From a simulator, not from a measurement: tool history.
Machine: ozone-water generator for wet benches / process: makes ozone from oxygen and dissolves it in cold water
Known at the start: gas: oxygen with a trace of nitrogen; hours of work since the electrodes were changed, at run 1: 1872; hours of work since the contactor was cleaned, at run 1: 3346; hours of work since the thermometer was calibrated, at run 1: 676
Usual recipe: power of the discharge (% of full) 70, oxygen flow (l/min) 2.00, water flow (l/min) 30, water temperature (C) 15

| run | hour | power of the discharge (% of full) | oxygen flow (l/min) | water flow (l/min) | water temperature (C) | hours of work since the electrodes were changed | hours of work since the contactor was cleaned | hours of work since the thermometer was calibrated | dissolved ozone (ppm) | ozone in the gas ahead of the water (g/m3) |
|---|---|---|---|---|---|---|---|---|---|---|
| 1 | 0.0 | 70 | 2.00 | 30 | 15 | 1872 | 3346 | 676 | 9.8 | 240.9 |
| 2 | 46.8 | 70 | 2.00 | 30 | 15 | 1915 | 3388 | 719 | 9.8 | 239.2 |
| 3 | 80.1 | 70 | 2.00 | 30 | 15 | 1945 | 3419 | 749 | 9.9 | 243.0 |
| 4 | 132.3 | 70 | 2.00 | 30 | 15 | 1993 | 3467 | 797 | 9.7 | 243.4 |
| 5 | 177.9 | 70 | 2.00 | 30 | 15 | 2035 | 3509 | 839 | 9.7 | 241.6 |
| 6 | 208.0 | 70 | 2.00 | 30 | 15 | 2062 | 3536 | 867 | 9.9 | 240.2 |
| 7 | 242.5 | 70 | 2.00 | 30 | 15 | 2094 | 3568 | 898 | 9.9 | 239.8 |
| 8 | 284.3 | 70 | 2.00 | 30 | 15 | 2132 | 3606 | 937 | 9.8 | 240.5 |
| 9 | 317.0 | 70 | 2.00 | 30 | 15 | 2162 | 3636 | 967 | 10.0 | 239.2 |
| 10 | 362.2 | 70 | 2.00 | 30 | 15 | 2204 | 3678 | 1008 | 10.1 | 238.9 |
| 11 | 417.7 | 70 | 2.00 | 30 | 15 | 2254 | 3728 | 1059 | 9.8 | 240.6 |
| 12 | 471.4 | 70 | 2.00 | 30 | 15 | 2304 | 3778 | 1108 | 9.9 | 239.5 |
| 13 | 519.8 | 70 | 1.15 | 30 | 23 | 2348 | 3822 | 1152 | 7.3 | 292.4 |
| 14 | 553.9 | 55 | 1.88 | 30 | 15 | 2379 | 3853 | 1184 | 8.1 | 200.6 |
| 15 | 579.9 | 74 | 3.56 | 30 | 15 | 2403 | 3877 | 1208 | 13.2 | 203.0 |
| 16 | 616.6 | 58 | 2.29 | 30 | 15 | 2437 | 3911 | 1241 | 8.9 | 195.5 |
| 17 | 651.6 | 58 | 2.29 | 30 | 15 | 2469 | 3943 | 1273 | 9.1 | 195.0 |
| 18 | 693.4 | 96 | 2.59 | 41 | 15 | 2507 | 3981 | 1312 | 10.0 | 283.1 |
| 19 | 746.6 | 70 | 2.00 | 23 | 11 | 2556 | 4030 | 1360 | 13.3 | 236.2 |

Alternative continuations, all from the tool just after run 19; predict every row:
| A | 777.9 | 70 | 2.00 | 30 | 18 | 2585 | 4058 | 1389 | ? | ? |
| B | 777.9 | 99 | 2.61 | 26 | 15 | 2585 | 4058 | 1389 | ? | ? |
| C | 777.9 | 55 | 2.00 | 23 | 19 | 2585 | 4058 | 1389 | ? | ? |
| D | 777.9 | 70 | 1.80 | 30 | 15 | 2585 | 4058 | 1389 | ? | ? |

| run | dissolved ozone (ppm) | ozone in the gas ahead of the water (g/m3) |
|---|---|---|
| A | 9.5 | 237.1 |
| B | 17.1 | 290.1 |
| C | 10.3 | 194.2 |
| D | 9.2 | 249.1 |
Without the tool's unlogged condition, the same runs would have read:
| run | dissolved ozone (ppm) | ozone in the gas ahead of the water (g/m3) |
|---|---|---|
| A | 10.1 | 248.3 |
| B | 18.6 | 308.0 |
| C | 10.9 | 201.5 |
| D | 9.9 | 260.9 |
